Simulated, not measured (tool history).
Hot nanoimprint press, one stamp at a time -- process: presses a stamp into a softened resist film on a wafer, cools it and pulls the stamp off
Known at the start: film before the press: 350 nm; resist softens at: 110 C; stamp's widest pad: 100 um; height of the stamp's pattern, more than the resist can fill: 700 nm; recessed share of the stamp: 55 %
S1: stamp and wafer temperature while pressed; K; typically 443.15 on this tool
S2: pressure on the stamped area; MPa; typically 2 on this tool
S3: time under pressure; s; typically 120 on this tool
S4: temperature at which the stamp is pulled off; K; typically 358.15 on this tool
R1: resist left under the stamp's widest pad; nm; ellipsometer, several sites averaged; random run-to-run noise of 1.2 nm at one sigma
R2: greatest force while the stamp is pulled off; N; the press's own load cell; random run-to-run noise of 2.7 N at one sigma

| run | hour | S1 | S2 | S3 | S4 | R1 | R2 |
|---|---|---|---|---|---|---|---|
| 1 | 0 | 443.15 | 2 | 120 | 358.15 | 178.1 | 131 |
|  | 10.7 | stamp cleaned and given a new release coat |
| 2 | 14 | 443.15 | 2 | 120 | 358.15 | 181 | 129 |
| 3 | 29.8 | 443.15 | 2 | 120 | 358.15 | 176.7 | 130 |
| 4 | 39.3 | 443.15 | 2 | 120 | 358.15 | 177 | 126 |
| 5 | 52.6 | 443.15 | 2 | 120 | 358.15 | 178 | 126 |
| 6 | 63.5 | 443.15 | 2 | 120 | 358.15 | 178 | 128 |
| 7 | 78.4 | 443.15 | 2 | 120 | 358.15 | 177.2 | 133 |
| 8 | 87.6 | 443.15 | 2 | 120 | 348.15 | 178.5 | 158 |
| 9 | 103.3 | 443.15 | 2.08 | 120 | 348.15 | 172.6 | 154 |
| 10 | 114.6 | 443.15 | 2.08 | 120 | 348.15 | 176.5 | 152 |
| 11 | 122.2 | 443.15 | 2 | 120 | 358.15 | 178.4 | 128 |
| 12 | 131.6 | 443.15 | 2 | 120 | 358.15 | 178 | 127 |
| 13 | 140.9 | 443.15 | 2 | 120 | 358.15 | 178.5 | 127 |
| 14 | 149.6 | 443.15 | 2 | 120 | 358.15 | 177 | 127 |
| 15 | 163.8 | 443.15 | 2 | 166 | 358.15 | 159.4 | 125 |
| 16 | 172.8 | 434.15 | 1.64 | 120 | 358.15 | 281.2 | 127 |
| 17 | 179.8 | 449.15 | 1.71 | 132 | 345.15 | 138.7 | 169 |

Run 18 comes next. What will it give?
| 18 | 189 | 443.15 | 2.98 | 144 | 358.15 | ? | ? |

For run 18 the tool returned R1 136 nm, R2 134 N.
With the hidden condition absent and the run-to-run variation left alone, this run would have shown R1 135.6 nm, R2 133 N.

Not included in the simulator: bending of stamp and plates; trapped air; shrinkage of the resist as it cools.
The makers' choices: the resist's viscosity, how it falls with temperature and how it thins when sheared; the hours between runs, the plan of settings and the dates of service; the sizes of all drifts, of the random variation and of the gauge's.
